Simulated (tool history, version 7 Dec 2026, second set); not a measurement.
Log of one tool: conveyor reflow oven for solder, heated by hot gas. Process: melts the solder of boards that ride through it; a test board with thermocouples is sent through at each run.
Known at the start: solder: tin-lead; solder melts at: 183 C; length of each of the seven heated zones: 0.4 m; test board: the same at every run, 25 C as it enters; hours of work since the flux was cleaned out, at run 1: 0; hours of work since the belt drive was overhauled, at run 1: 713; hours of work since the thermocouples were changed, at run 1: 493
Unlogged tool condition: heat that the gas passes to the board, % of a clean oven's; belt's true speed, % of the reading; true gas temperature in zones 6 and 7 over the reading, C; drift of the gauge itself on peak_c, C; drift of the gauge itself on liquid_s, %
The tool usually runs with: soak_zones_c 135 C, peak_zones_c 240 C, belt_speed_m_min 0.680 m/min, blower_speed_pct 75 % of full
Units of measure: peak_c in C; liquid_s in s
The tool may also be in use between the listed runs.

run	day	soak_zones_c	peak_zones_c	belt_speed_m_min	blower_speed_pct	hours of work since the flux was cleaned out	hours of work since the belt drive was overhauled	hours of work since the thermocouples were changed	peak_c	liquid_s
1	0.000	135	240	0.680	75	0	713	493	219.6	52.7
2	0.996	132	240	0.680	75	18	731	511	218.0	51.6
3	1.654	135	240	0.608	75	30	743	523	222.2	62.9
4	2.446	135	240	0.608	75	44	757	537	222.8	62.6
5	3.692	135	240	0.609	75	67	780	560	222.7	62.4
6	4.875	135	240	0.680	75	89	801	581	218.0	52.4
7	6.071	135	240	0.680	75	110	823	603	218.4	51.8
8	7.283	135	240	0.680	75	132	845	625	216.6	51.9
9	7.850	135	246	0.680	75	143	855	635	221.7	55.2
10	9.050	135	246	0.680	75	164	877	657	221.4	54.5
# day 10.129: belt drive overhauled, speed set with a stopwatch
11	10.150	135	246	0.680	75	181	0	674	221.6	53.9
12	11.317	135	246	0.680	75	202	22	695	221.1	52.7
13	12.483	135	246	0.680	75	224	43	716	220.6	53.4
14	13.325	135	240	0.680	75	239	58	731	215.8	49.2
15	14.683	143	240	0.680	75	263	83	756	217.8	53.3
16	15.933	135	230	0.680	67	286	105	779	203.9	37.1
17	16.733	135	252	0.617	67	301	120	793	225.4	62.4
18	17.292	144	245	0.617	67	311	130	803	221.9	63.0
19	18.146	144	245	0.617	67	326	145	819	221.4	62.7
20	19.446	136	252	0.771	69	350	169	842	215.2	41.7
21	20.062	136	252	0.771	69	361	180	854	214.1	42.6
22	20.883	135	245	0.680	55	376	195	869	209.0	40.1
23	21.442	135	237	0.680	75	386	205	879	212.5	45.6
# day 22.012: flux residue cleaned out of gas plates and filters
24	22.329	135	237	0.680	75	6	218	891	217.9	51.0
25	23.604	135	237	0.680	75	29	241	914	217.8	51.3
26	24.617	135	237	0.680	75	47	259	933	217.0	51.0
27	25.612	124	245	0.696	72	65	277	951	218.6	46.6
28	26.642	136	251	0.770	72	84	296	969	220.2	47.1
29	27.683	135	236	0.729	75	103	315	988	212.6	44.5
30	28.296	136	236	0.653	75	114	326	999	217.1	53.4

Predict each of these 5 candidate next runs independently; none follows another, all start after run 30:
A	29.579	132	240	0.548	75	137	349	1023	?	?
B	29.579	136	236	0.714	75	137	349	1023	?	?
C	29.579	136	251	0.653	80	137	349	1023	?	?
D	29.579	130	236	0.568	64	137	349	1023	?	?
E	29.579	135	236	0.680	60	137	349	1023	?	?

run	peak_c	liquid_s
A	226.3	70.4
B	213.4	46.4
C	231.3	63.7
D	216.2	59.6
E	207.2	41.4
Had the tool no hidden state, the same runs would have come out as:
run	peak_c	liquid_s
A	224.2	68.6
B	211.9	45.1
C	229.7	62.3
D	214.2	57.5
E	205.6	39.7

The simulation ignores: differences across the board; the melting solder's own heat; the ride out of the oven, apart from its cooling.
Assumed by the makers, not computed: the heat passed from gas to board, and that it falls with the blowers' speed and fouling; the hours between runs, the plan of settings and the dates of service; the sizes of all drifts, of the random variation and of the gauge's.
